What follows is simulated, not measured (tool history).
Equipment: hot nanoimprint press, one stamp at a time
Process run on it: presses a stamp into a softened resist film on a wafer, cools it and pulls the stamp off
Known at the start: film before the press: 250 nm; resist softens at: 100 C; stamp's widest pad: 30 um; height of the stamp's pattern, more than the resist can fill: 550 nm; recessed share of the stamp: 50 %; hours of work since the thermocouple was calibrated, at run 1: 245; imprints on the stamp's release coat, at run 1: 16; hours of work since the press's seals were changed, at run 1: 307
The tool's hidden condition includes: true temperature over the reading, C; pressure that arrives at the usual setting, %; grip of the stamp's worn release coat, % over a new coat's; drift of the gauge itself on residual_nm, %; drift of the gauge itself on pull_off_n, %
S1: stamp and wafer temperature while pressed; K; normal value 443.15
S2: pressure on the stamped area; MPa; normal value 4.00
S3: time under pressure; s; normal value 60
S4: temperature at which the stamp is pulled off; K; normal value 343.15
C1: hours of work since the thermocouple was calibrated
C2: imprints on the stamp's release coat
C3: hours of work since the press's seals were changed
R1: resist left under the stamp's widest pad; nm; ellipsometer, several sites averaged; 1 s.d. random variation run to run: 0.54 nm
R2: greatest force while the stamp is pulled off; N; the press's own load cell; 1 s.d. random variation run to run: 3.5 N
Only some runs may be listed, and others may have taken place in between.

| run | day | S1 | S2 | S3 | S4 | C1 | C2 | C3 | R1 | R2 |
|---|---|---|---|---|---|---|---|---|---|---|
| 1 | 0.000 | 443.15 | 4.00 | 60 | 343.15 | 245 | 16 | 307 | 137.5 | 170 |
| 2 | 1.267 | 443.15 | 4.00 | 60 | 343.15 | 269 | 103 | 331 | 137.9 | 173 |
| 3 | 2.654 | 443.15 | 4.00 | 34 | 343.15 | 295 | 198 | 357 | 164.6 | 186 |
| 4 | 4.154 | 442.15 | 4.00 | 60 | 343.15 | 323 | 301 | 385 | 141.8 | 180 |
| 5 | 6.779 | 443.15 | 4.00 | 60 | 343.15 | 372 | 481 | 434 | 139.8 | 181 |
| 6 | 8.083 | 443.15 | 2.66 | 60 | 343.15 | 397 | 571 | 459 | 162.4 | 196 |
| 7 | 9.512 | 443.15 | 2.66 | 60 | 343.15 | 424 | 669 | 486 | 162.3 | 198 |
|  | 10.912 | plate thermocouple calibrated |
| 8 | 11.775 | 440.15 | 4.00 | 60 | 343.15 | 16 | 816 | 526 | 151.1 | 208 |
| 9 | 14.175 | 443.15 | 4.00 | 60 | 342.15 | 61 | 980 | 571 | 139.9 | 220 |
| 10 | 16.171 | 443.15 | 4.00 | 60 | 342.15 | 99 | 1117 | 609 | 141.1 | 223 |
| 11 | 18.883 | 443.15 | 4.00 | 60 | 342.15 | 150 | 1303 | 660 | 140.5 | 230 |
| 12 | 21.300 | 443.15 | 4.00 | 60 | 342.15 | 195 | 1469 | 705 | 140.9 | 233 |
|  | 22.046 | stamp cleaned and given a new release coat |
|  | 22.808 | plate thermocouple calibrated, once more |
| 13 | 23.733 | 443.15 | 4.38 | 60 | 342.15 | 17 | 107 | 744 | 133.4 | 181 |
| 14 | 25.117 | 443.15 | 4.00 | 35 | 343.15 | 43 | 202 | 770 | 162.8 | 174 |
| 15 | 26.929 | 451.15 | 2.47 | 113 | 332.15 | 78 | 327 | 804 | 109.3 | 215 |
| 16 | 28.792 | 451.15 | 2.47 | 113 | 332.15 | 113 | 455 | 839 | 110.3 | 219 |
| 17 | 30.538 | 446.15 | 3.41 | 30 | 343.15 | 145 | 574 | 872 | 169.1 | 191 |
| 18 | 32.642 | 446.15 | 3.41 | 30 | 343.15 | 185 | 719 | 912 | 168.3 | 201 |
| 19 | 34.362 | 446.15 | 3.41 | 30 | 343.15 | 217 | 837 | 944 | 168.4 | 208 |
| 20 | 36.154 | 443.15 | 3.06 | 60 | 349.15 | 251 | 960 | 978 | 155.0 | 190 |
| 21 | 37.329 | 455.15 | 4.00 | 32 | 343.15 | 273 | 1041 | 1000 | 129.3 | 219 |
| 22 | 39.088 | 442.15 | 3.77 | 60 | 343.15 | 306 | 1161 | 1033 | 148.1 | 213 |
| 23 | 41.279 | 442.15 | 3.77 | 60 | 343.15 | 348 | 1312 | 1074 | 148.9 | 227 |
| 24 | 42.479 | 442.15 | 3.77 | 60 | 343.15 | 370 | 1394 | 1097 | 147.9 | 236 |
|  | 44.229 | stamp cleaned and given a new release coat |
| 25 | 44.788 | 452.15 | 3.77 | 60 | 345.15 | 409 | 38 | 1136 | 113.9 | 164 |
|  | 46.854 | plate thermocouple calibrated |
| 26 | 47.371 | 443.15 | 3.05 | 102 | 343.15 | 10 | 207 | 1182 | 130.4 | 178 |
| 27 | 49.492 | 443.15 | 2.80 | 60 | 343.15 | 50 | 352 | 1222 | 159.8 | 183 |

Had the tool no unlogged condition, and each run kept its random variation, what would the results have been?
| run | R1 | R2 |
|---|---|---|
| 1 | 135.7 | 169 |
| 2 | 135.8 | 168 |
| 3 | 162.4 | 177 |
| 4 | 139.2 | 166 |
| 5 | 136.8 | 161 |
| 6 | 159.7 | 170 |
| 7 | 159.3 | 168 |
| 8 | 146.6 | 171 |
| 9 | 135.2 | 175 |
| 10 | 136.1 | 172 |
| 11 | 135.0 | 170 |
| 12 | 135.0 | 167 |
| 13 | 130.9 | 177 |
| 14 | 160.2 | 166 |
| 15 | 107.7 | 199 |
| 16 | 108.4 | 196 |
| 17 | 166.2 | 167 |
| 18 | 165.0 | 170 |
| 19 | 164.8 | 171 |
| 20 | 151.3 | 152 |
| 21 | 125.0 | 172 |
| 22 | 143.3 | 163 |
| 23 | 143.7 | 169 |
| 24 | 142.4 | 172 |
| 25 | 109.0 | 161 |
| 26 | 127.6 | 170 |
| 27 | 156.8 | 168 |
